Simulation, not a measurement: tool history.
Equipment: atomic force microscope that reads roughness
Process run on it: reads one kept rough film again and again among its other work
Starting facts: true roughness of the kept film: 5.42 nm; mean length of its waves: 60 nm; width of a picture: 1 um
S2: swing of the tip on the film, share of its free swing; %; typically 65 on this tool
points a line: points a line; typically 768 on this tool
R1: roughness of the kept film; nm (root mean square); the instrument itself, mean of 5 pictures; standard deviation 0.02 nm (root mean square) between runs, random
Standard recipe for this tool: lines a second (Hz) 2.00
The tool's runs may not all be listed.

run 1 day=0.000 | lines_a_second_(Hz)=2.00 S2=65 points_a_line=768 | R1=4.642
-- day=0.317 new tip fitted
run 2 day=0.562 | lines_a_second_(Hz)=2.00 S2=65 points_a_line=768 | R1=4.948
run 3 day=1.096 | lines_a_second_(Hz)=2.00 S2=65 points_a_line=768 | R1=4.907
run 4 day=1.375 | lines_a_second_(Hz)=2.00 S2=65 points_a_line=768 | R1=4.890
run 5 day=1.633 | lines_a_second_(Hz)=2.00 S2=65 points_a_line=768 | R1=4.857
run 6 day=2.000 | lines_a_second_(Hz)=2.00 S2=65 points_a_line=768 | R1=4.873
run 7 day=2.388 | lines_a_second_(Hz)=2.00 S2=65 points_a_line=768 | R1=4.796
run 8 day=2.921 | lines_a_second_(Hz)=2.00 S2=65 points_a_line=768 | R1=4.803
run 9 day=3.146 | lines_a_second_(Hz)=2.00 S2=65 points_a_line=768 | R1=4.792
run 10 day=3.375 | lines_a_second_(Hz)=2.00 S2=65 points_a_line=768 | R1=4.807
run 11 day=3.846 | lines_a_second_(Hz)=2.00 S2=65 points_a_line=768 | R1=4.754
run 12 day=4.188 | lines_a_second_(Hz)=2.00 S2=65 points_a_line=258 | R1=4.690
run 13 day=4.508 | lines_a_second_(Hz)=2.00 S2=65 points_a_line=258 | R1=4.692
run 14 day=4.779 | lines_a_second_(Hz)=2.00 S2=65 points_a_line=258 | R1=4.650
run 15 day=5.125 | lines_a_second_(Hz)=2.00 S2=65 points_a_line=258 | R1=4.629
run 16 day=5.346 | lines_a_second_(Hz)=2.00 S2=65 points_a_line=258 | R1=4.670
-- day=5.600 new tip fitted
run 17 day=5.862 | lines_a_second_(Hz)=0.97 S2=65 points_a_line=768 | R1=5.021
run 18 day=6.096 | lines_a_second_(Hz)=0.97 S2=65 points_a_line=768 | R1=5.035
-- day=6.175 height scale calibrated on a step standard
run 19 day=6.450 | lines_a_second_(Hz)=0.97 S2=65 points_a_line=768 | R1=5.011
run 20 day=6.938 | lines_a_second_(Hz)=0.97 S2=65 points_a_line=768 | R1=4.999
run 21 day=7.479 | lines_a_second_(Hz)=0.97 S2=65 points_a_line=768 | R1=4.917
run 22 day=7.871 | lines_a_second_(Hz)=0.97 S2=65 points_a_line=768 | R1=4.923
run 23 day=8.217 | lines_a_second_(Hz)=0.58 S2=81 points_a_line=356 | R1=4.910
-- day=8.633 height scale calibrated on a step standard, once more
run 24 day=8.683 | lines_a_second_(Hz)=1.94 S2=59 points_a_line=768 | R1=4.860
run 25 day=9.004 | lines_a_second_(Hz)=1.94 S2=59 points_a_line=768 | R1=4.827
run 26 day=9.450 | lines_a_second_(Hz)=1.17 S2=71 points_a_line=415 | R1=4.805
run 27 day=9.858 | lines_a_second_(Hz)=1.62 S2=56 points_a_line=461 | R1=4.843
run 28 day=10.346 | lines_a_second_(Hz)=3.55 S2=65 points_a_line=768 | R1=4.577
run 29 day=10.692 | lines_a_second_(Hz)=1.21 S2=70 points_a_line=768 | R1=4.695
-- day=10.983 new tip fitted
run 30 day=10.992 | lines_a_second_(Hz)=1.12 S2=70 points_a_line=657 | R1=5.031
run 31 day=11.262 | lines_a_second_(Hz)=0.93 S2=62 points_a_line=294 | R1=5.087
run 32 day=11.721 | lines_a_second_(Hz)=0.93 S2=62 points_a_line=294 | R1=5.024
run 33 day=12.196 | lines_a_second_(Hz)=0.93 S2=62 points_a_line=294 | R1=5.042
run 34 day=12.446 | lines_a_second_(Hz)=1.21 S2=66 points_a_line=878 | R1=4.911
run 35 day=12.725 | lines_a_second_(Hz)=1.21 S2=84 points_a_line=480 | R1=4.697
run 36 day=13.054 | lines_a_second_(Hz)=0.92 S2=84 points_a_line=379 | R1=4.774
run 37 day=13.321 | lines_a_second_(Hz)=0.92 S2=84 points_a_line=379 | R1=4.743
run 38 day=13.588 | lines_a_second_(Hz)=0.54 S2=86 points_a_line=768 | R1=4.795
run 39 day=13.908 | lines_a_second_(Hz)=3.61 S2=72 points_a_line=768 | R1=4.423
run 40 day=14.329 | lines_a_second_(Hz)=3.16 S2=61 points_a_line=507 | R1=4.715
run 41 day=14.825 | lines_a_second_(Hz)=3.25 S2=65 points_a_line=442 | R1=4.613
run 42 day=15.238 | lines_a_second_(Hz)=2.00 S2=61 points_a_line=768 | R1=4.769
run 43 day=15.517 | lines_a_second_(Hz)=2.00 S2=61 points_a_line=768 | R1=4.749

Below, some changes in R1 between adjacent runs. For each, the amount present without the hidden state too (settings, incoming material, random variation) and the amount remaining for the hidden state with gauge scatter not shared by both compared results:
What the log doesn't record here: radius of the tip, nm; height scale over the true one, %; drift of the gauge itself on roughness_nm, %.
Run 1 -> 2: new tip fitted. R1 +0.306 nm (root mean square): hidden state +0.271, all else +0.035.
Run 16 -> 17: lines a second (Hz) 2.00 -> 0.97, points a line 258 -> 768, new tip fitted. R1 +0.351 nm (root mean square): hidden state +0.285, all else +0.066.
Run 29 -> 30: lines a second (Hz) 1.21 -> 1.12, points a line 768 -> 657, new tip fitted. R1 +0.336 nm (root mean square): hidden state +0.297, all else +0.039.
Run 38 -> 39: lines a second (Hz) 0.54 -> 3.61, S2 86 -> 72. R1 -0.372 nm (root mean square): hidden state -0.006, all else -0.366.

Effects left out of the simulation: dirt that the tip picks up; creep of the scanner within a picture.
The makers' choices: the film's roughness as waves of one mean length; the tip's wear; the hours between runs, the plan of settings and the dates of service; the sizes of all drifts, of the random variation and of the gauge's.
